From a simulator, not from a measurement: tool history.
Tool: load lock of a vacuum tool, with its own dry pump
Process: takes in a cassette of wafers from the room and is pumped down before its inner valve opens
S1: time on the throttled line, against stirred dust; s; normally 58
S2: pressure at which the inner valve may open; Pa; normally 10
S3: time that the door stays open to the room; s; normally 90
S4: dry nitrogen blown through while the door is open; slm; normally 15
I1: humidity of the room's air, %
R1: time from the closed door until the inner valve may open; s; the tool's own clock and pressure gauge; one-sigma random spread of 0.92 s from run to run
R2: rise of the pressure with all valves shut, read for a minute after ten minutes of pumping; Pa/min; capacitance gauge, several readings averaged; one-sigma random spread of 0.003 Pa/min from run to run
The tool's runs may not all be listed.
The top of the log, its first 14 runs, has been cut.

{"run": 15, "day": 73.717, "S1": 58, "S2": 9, "S3": 90, "S4": 15, "I1": 44.6, "R1": 146.7, "R2": 0.101}
{"run": 16, "day": 77.012, "S1": 58, "S2": 10, "S3": 27, "S4": 15, "I1": 46.2, "R1": 145.4, "R2": 0.072}
{"run": 17, "day": 81.621, "S1": 58, "S2": 10, "S3": 90, "S4": 15, "I1": 44.8, "R1": 146.8, "R2": 0.1}
{"run": 18, "day": 89.242, "S1": 58, "S2": 10, "S3": 90, "S4": 15, "I1": 45.1, "R1": 146.3, "R2": 0.098}
{"run": 19, "day": 95.938, "S1": 70, "S2": 10, "S3": 26, "S4": 9, "I1": 46.8, "R1": 156.3, "R2": 0.078}
{"run": 20, "day": 102.983, "S1": 70, "S2": 14, "S3": 197, "S4": 9, "I1": 43.3, "R1": 151.4, "R2": 0.157}
{"run": 21, "day": 107.546, "S1": 58, "S2": 10, "S3": 38, "S4": 11, "I1": 45, "R1": 146.7, "R2": 0.086}
{"run": 22, "day": 114.979, "S1": 58, "S2": 16, "S3": 161, "S4": 11, "I1": 46.7, "R1": 141.8, "R2": 0.146}
{"run": 23, "day": 121.875, "S1": 69, "S2": 14, "S3": 161, "S4": 34, "I1": 43, "R1": 150.5, "R2": 0.096}
{"run": 24, "day": 128.167, "S1": 58, "S2": 10, "S3": 38, "S4": 16, "I1": 44.7, "R1": 146.4, "R2": 0.087}
{"run": 25, "day": 135.433, "S1": 70, "S2": 18, "S3": 90, "S4": 15, "I1": 49, "R1": 149.4, "R2": 0.11}
{"run": 26, "day": 142.975, "S1": 70, "S2": 18, "S3": 90, "S4": 15, "I1": 45.5, "R1": 149.3, "R2": 0.106}
{"run": 27, "day": 146.117, "S1": 70, "S2": 13, "S3": 56, "S4": 6, "I1": 44.1, "R1": 153, "R2": 0.109}
{"run": 28, "day": 153.179, "S1": 70, "S2": 13, "S3": 56, "S4": 6, "I1": 43.8, "R1": 154.6, "R2": 0.106}
{"run": 29, "day": 156.883, "S1": 70, "S2": 13, "S3": 56, "S4": 6, "I1": 45.3, "R1": 154.2, "R2": 0.11}
{"run": 30, "day": 164.725, "S1": 39, "S2": 14, "S3": 68, "S4": 4, "I1": 45.9, "R1": 131.4, "R2": 0.128}
{"run": 31, "day": 171.729, "S1": 39, "S2": 14, "S3": 68, "S4": 4, "I1": 45.2, "R1": 129.5, "R2": 0.128}
{"run": 32, "day": 177.025, "S1": 39, "S2": 14, "S3": 68, "S4": 4, "I1": 43.1, "R1": 131.6, "R2": 0.129}
{"run": 33, "day": 184.217, "S1": 83, "S2": 10, "S3": 191, "S4": 15, "I1": 46.5, "R1": 167.3, "R2": 0.153}
{"run": 34, "day": 192.029, "S1": 58, "S2": 10, "S3": 92, "S4": 15, "I1": 46.1, "R1": 151.1, "R2": 0.118}
{"run": 35, "day": 195.404, "S1": 58, "S2": 10, "S3": 60, "S4": 16, "I1": 46.2, "R1": 150.2, "R2": 0.105}
{"run": 36, "day": 200.312, "S1": 58, "S2": 10, "S3": 60, "S4": 16, "I1": 45.2, "R1": 150.1, "R2": 0.111}

Consider 4 possible next runs. They are alternatives, not a sequence: every one starts from the tool as it was left by run 36. What does each give?
{"run": "A", "day": 203.842, "S1": 58, "S2": 12, "S3": 90, "S4": 11, "I1": 44.7, "R1": "?", "R2": "?"}
{"run": "B", "day": 203.842, "S1": 106, "S2": 10, "S3": 32, "S4": 33, "I1": 48.5, "R1": "?", "R2": "?"}
{"run": "C", "day": 203.842, "S1": 58, "S2": 8, "S3": 140, "S4": 41, "I1": 45.1, "R1": "?", "R2": "?"}
{"run": "D", "day": 203.842, "S1": 58, "S2": 10, "S3": 40, "S4": 15, "I1": 44.6, "R1": "?", "R2": "?"}

run=A R1=147.2 R2=0.131
run=B R1=183.7 R2=0.09
run=C R1=154.1 R2=0.11
run=D R1=148.8 R2=0.096
Stripped of hidden state, with their random variation kept, the same runs would have yielded:
run=A R1=141.4 R2=0.057
run=B R1=178.6 R2=0.018
run=C R1=147.9 R2=0.037
run=D R1=142.8 R2=0.025

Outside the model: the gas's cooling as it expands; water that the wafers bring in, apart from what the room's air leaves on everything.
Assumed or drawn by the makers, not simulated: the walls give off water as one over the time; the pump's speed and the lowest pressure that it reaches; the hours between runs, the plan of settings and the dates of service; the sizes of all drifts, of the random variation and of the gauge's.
